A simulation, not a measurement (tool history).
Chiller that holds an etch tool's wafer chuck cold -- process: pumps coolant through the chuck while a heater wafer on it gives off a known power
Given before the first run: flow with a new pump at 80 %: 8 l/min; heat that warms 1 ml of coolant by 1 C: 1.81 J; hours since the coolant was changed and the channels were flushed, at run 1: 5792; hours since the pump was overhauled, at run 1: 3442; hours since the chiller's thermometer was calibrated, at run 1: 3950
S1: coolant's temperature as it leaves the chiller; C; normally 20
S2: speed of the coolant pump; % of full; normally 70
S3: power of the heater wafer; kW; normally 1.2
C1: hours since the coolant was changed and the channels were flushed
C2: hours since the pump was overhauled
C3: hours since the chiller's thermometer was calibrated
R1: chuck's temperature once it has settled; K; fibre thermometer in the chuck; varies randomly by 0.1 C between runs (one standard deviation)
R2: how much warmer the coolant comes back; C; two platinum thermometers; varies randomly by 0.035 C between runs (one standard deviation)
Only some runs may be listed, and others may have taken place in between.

{"run": 1, "hour": 0.0, "S1": 20, "S2": 70, "S3": 1.2, "C1": 5792, "C2": 3442, "C3": 3950, "R1": 304.95, "R2": 6.1}
{"run": 2, "hour": 64.9, "S1": 20, "S2": 70, "S3": 1.2, "C1": 5857, "C2": 3507, "C3": 4015, "R1": 305.05, "R2": 6.1}
{"run": 3, "hour": 117.6, "S1": 20, "S2": 70, "S3": 1.2, "C1": 5910, "C2": 3560, "C3": 4067, "R1": 305.05, "R2": 6.06}
{"run": 4, "hour": 208.1, "S1": 10, "S2": 70, "S3": 1.2, "C1": 6000, "C2": 3650, "C3": 4158, "R1": 295.25, "R2": 6.14}
{"run": 5, "hour": 259.6, "S1": 10, "S2": 70, "S3": 1.2, "C1": 6052, "C2": 3702, "C3": 4209, "R1": 295.15, "R2": 6.15}
{"run": 6, "hour": 360.7, "S1": 10, "S2": 70, "S3": 1.2, "C1": 6153, "C2": 3803, "C3": 4310, "R1": 295.15, "R2": 6.17}
{"run": 7, "hour": 427.5, "S1": 10, "S2": 70, "S3": 1.2, "C1": 6220, "C2": 3870, "C3": 4377, "R1": 295.25, "R2": 6.24}
{"run": 8, "hour": 512.7, "S1": 10, "S2": 70, "S3": 1.2, "C1": 6305, "C2": 3955, "C3": 4462, "R1": 295.25, "R2": 6.17}
{"hour": 559.7, "done": "chiller's thermometer calibrated"}
{"run": 9, "hour": 576.1, "S1": 20, "S2": 72, "S3": 1.2, "C1": 6367, "C2": 4017, "C3": 16, "R1": 304.85, "R2": 6.02}
{"run": 10, "hour": 631.3, "S1": 20, "S2": 72, "S3": 1.2, "C1": 6423, "C2": 4073, "C3": 72, "R1": 304.75, "R2": 5.97}
{"run": 11, "hour": 714.0, "S1": 17, "S2": 70, "S3": 0.809, "C1": 6505, "C2": 4155, "C3": 154, "R1": 298.05, "R2": 4.09}
{"run": 12, "hour": 778.0, "S1": 11, "S2": 66, "S3": 1.11, "C1": 6569, "C2": 4219, "C3": 218, "R1": 295.85, "R2": 6.11}
{"run": 13, "hour": 870.0, "S1": 20, "S2": 99, "S3": 1.023, "C1": 6661, "C2": 4311, "C3": 310, "R1": 300.75, "R2": 3.72}
{"run": 14, "hour": 993.1, "S1": 15, "S2": 78, "S3": 0.841, "C1": 6784, "C2": 4434, "C3": 433, "R1": 295.85, "R2": 3.96}
{"run": 15, "hour": 1114.6, "S1": 15, "S2": 61, "S3": 1.378, "C1": 6906, "C2": 4556, "C3": 555, "R1": 303.75, "R2": 8.24}
{"run": 16, "hour": 1230.1, "S1": 15, "S2": 61, "S3": 1.378, "C1": 7021, "C2": 4671, "C3": 670, "R1": 304.05, "R2": 8.24}
{"hour": 1276.3, "done": "coolant changed, channels flushed"}
{"run": 17, "hour": 1293.1, "S1": 15, "S2": 61, "S3": 1.378, "C1": 17, "C2": 4728, "C3": 727, "R1": 302.05, "R2": 8.28}
{"run": 18, "hour": 1363.3, "S1": 20, "S2": 71, "S3": 1.371, "C1": 87, "C2": 4799, "C3": 798, "R1": 305.35, "R2": 7.09}
{"run": 19, "hour": 1413.7, "S1": 20, "S2": 71, "S3": 1.371, "C1": 137, "C2": 4849, "C3": 848, "R1": 305.15, "R2": 7.09}
{"run": 20, "hour": 1503.1, "S1": 20, "S2": 71, "S3": 1.371, "C1": 227, "C2": 4938, "C3": 937, "R1": 305.35, "R2": 7.1}

4 options for the next run, each taken on its own from the tool as it stands now. Forecast them:
{"run": "A", "hour": 1588.2, "S1": 27, "S2": 68, "S3": 0.69, "C1": 312, "C2": 5023, "C3": 1022, "R1": "?", "R2": "?"}
{"run": "B", "hour": 1588.2, "S1": 20, "S2": 76, "S3": 0.72, "C1": 312, "C2": 5023, "C3": 1022, "R1": "?", "R2": "?"}
{"run": "C", "hour": 1588.2, "S1": 11, "S2": 71, "S3": 0.99, "C1": 312, "C2": 5023, "C3": 1022, "R1": "?", "R2": "?"}
{"run": "D", "hour": 1588.2, "S1": 21, "S2": 86, "S3": 0.745, "C1": 312, "C2": 5023, "C3": 1022, "R1": "?", "R2": "?"}

run=A R1=306.55 R2=3.72
run=B R1=299.45 R2=3.46
run=C R1=292.85 R2=5.1
run=D R1=299.85 R2=3.23
With the hidden condition removed and each run's random variation left untouched, the same runs would have given:
run=A R1=305.85 R2=3.34
run=B R1=298.75 R2=3.11
run=C R1=292.05 R2=4.59
run=D R1=299.25 R2=2.91
